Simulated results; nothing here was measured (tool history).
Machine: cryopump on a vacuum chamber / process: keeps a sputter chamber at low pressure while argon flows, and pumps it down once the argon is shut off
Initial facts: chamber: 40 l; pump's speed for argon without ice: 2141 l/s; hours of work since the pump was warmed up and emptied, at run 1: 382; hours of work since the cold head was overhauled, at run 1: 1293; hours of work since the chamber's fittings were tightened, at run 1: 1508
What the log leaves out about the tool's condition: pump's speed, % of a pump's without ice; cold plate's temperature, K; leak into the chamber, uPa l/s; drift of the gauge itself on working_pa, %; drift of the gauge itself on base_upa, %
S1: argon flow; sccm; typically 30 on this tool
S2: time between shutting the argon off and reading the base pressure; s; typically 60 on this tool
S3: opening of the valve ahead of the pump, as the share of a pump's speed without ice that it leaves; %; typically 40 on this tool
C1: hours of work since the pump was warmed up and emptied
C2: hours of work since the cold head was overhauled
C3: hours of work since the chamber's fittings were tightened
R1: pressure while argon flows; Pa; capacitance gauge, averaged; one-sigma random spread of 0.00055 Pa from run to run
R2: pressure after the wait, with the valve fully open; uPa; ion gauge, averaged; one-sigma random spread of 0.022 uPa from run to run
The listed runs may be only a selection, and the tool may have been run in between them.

run	hour	S1	S2	S3	C1	C2	C3	R1	R2
1	0.0	30	60	40	382	1293	1508	0.0630	2.15
# hour 84.7: leaking fittings of the chamber tightened, without venting
2	86.7	30	60	40	445	1356	2	0.0632	0.66
3	190.3	30	60	40	522	1433	78	0.0640	0.78
4	278.5	30	60	40	587	1498	143	0.0645	0.81
5	340.5	31	60	40	633	1544	189	0.0668	0.91
6	446.5	31	107	40	711	1622	268	0.0679	0.74
7	499.6	31	107	40	751	1662	307	0.0684	0.76
8	609.2	31	107	40	832	1743	388	0.0698	0.89
# hour 673.2: pump warmed up, emptied and cooled again
9	673.2	31	107	40	0	1786	432	0.0616	0.83
10	727.3	31	107	40	40	1826	472	0.0626	0.90
11	805.9	31	107	40	98	1885	530	0.0617	0.86
12	889.2	30	60	40	160	1946	592	0.0606	1.17
13	996.9	30	60	40	240	2026	671	0.0611	1.30
14	1097.8	30	60	40	314	2101	746	0.0618	1.41
15	1213.3	30	60	40	400	2186	832	0.0636	1.54
16	1279.4	30	60	40	449	2235	881	0.0624	1.59
17	1349.7	30	60	40	501	2287	933	0.0642	1.66
18	1456.3	30	60	40	580	2366	1012	0.0656	1.73
19	1559.2	30	44	42	656	2442	1088	0.0630	2.07
20	1637.9	30	22	40	714	2500	1146	0.0664	2.82
21	1690.7	30	22	40	753	2539	1185	0.0666	2.78
22	1800.0	26	128	48	834	2620	1266	0.0510	1.91
23	1850.8	15	135	48	872	2658	1304	0.0292	2.00
# hour 1863.6: pump warmed up, emptied and cooled again
24	1956.9	60	44	40	69	2733	1378	0.1211	2.10
25	2053.0	23	173	44	140	2804	1450	0.0424	1.76
26	2125.5	14	182	56	194	2858	1503	0.0211	1.74
27	2206.5	14	182	56	254	2918	1563	0.0219	1.80
# hour 2217.9: leaking fittings of the chamber tightened, without venting
28	2280.0	14	182	56	307	2971	46	0.0211	0.36
29	2349.7	14	182	56	358	3022	98	0.0221	0.40
30	2451.3	14	182	56	434	3097	173	0.0220	0.55
31	2559.2	15	43	55	513	3177	253	0.0243	1.14
32	2614.6	15	116	55	554	3218	294	0.0252	0.78
33	2726.5	30	287	56	637	3301	376	0.0488	0.68

How would selected steps in R1 from run to run divide? Give the signed amount a tool lacking its hidden state would still show from settings, what came in and random variation, and the signed amount left for the hidden state, including any gauge scatter that is not in both of the compared results.
Run 8 -> 9: pump warmed up, emptied and cooled again. R1 -0.0082 Pa: hidden state -0.0067, all else -0.0015.
Run 22 -> 23: S1 26 -> 15, S2 128 -> 135. R1 -0.0218 Pa: hidden state -0.0029, all else -0.0189.
Run 23 -> 24: S1 15 -> 60, S2 135 -> 44, S3 48 -> 40, pump warmed up, emptied and cooled again. R1 +0.0919 Pa: hidden state -0.0011, all else +0.0930.
Run 24 -> 25: S1 60 -> 23, S2 44 -> 173, S3 40 -> 44. R1 -0.0787 Pa: hidden state -0.0016, all else -0.0771.
Run 32 -> 33: S1 15 -> 30, S2 116 -> 287, S3 55 -> 56. R1 +0.0236 Pa: hidden state +0.0038, all else +0.0198.
